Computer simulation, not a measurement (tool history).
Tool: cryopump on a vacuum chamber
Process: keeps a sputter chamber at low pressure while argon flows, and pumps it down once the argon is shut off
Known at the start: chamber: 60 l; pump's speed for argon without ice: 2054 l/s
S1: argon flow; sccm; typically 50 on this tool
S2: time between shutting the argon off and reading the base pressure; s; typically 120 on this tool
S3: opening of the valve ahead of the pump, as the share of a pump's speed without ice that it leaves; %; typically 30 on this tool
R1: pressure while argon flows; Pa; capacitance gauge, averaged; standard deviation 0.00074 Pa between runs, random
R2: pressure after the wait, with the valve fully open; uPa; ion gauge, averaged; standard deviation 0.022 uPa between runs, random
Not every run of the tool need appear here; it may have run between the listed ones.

| run | hour | S1 | S2 | S3 | R1 | R2 |
|---|---|---|---|---|---|---|
| 1 | 0.0 | 50 | 120 | 30 | 0.1466 | 0.94 |
| 2 | 30.6 | 50 | 120 | 30 | 0.1476 | 0.96 |
|  | 72.0 | pump warmed up, emptied and cooled again |
| 3 | 91.2 | 33 | 120 | 30 | 0.0901 | 0.93 |
| 4 | 117.5 | 50 | 20 | 30 | 0.1381 | 3.60 |
| 5 | 174.2 | 50 | 120 | 30 | 0.1391 | 0.92 |
| 6 | 231.0 | 50 | 120 | 30 | 0.1404 | 0.94 |
| 7 | 274.8 | 23 | 173 | 17 | 0.1132 | 0.78 |
| 8 | 318.8 | 50 | 225 | 40 | 0.1062 | 0.70 |
| 9 | 375.6 | 86 | 64 | 46 | 0.1621 | 1.45 |

For run 10, what comes out?
| 10 | 406.5 | 46 | 64 | 46 | ? | ? |

Run 10 produced R1 0.0900 Pa, R2 1.42 uPa.
Take away the tool's hidden state, keep the run-to-run variation as it was, and the same run would have given R1 0.0840 Pa, R2 1.12 uPa.
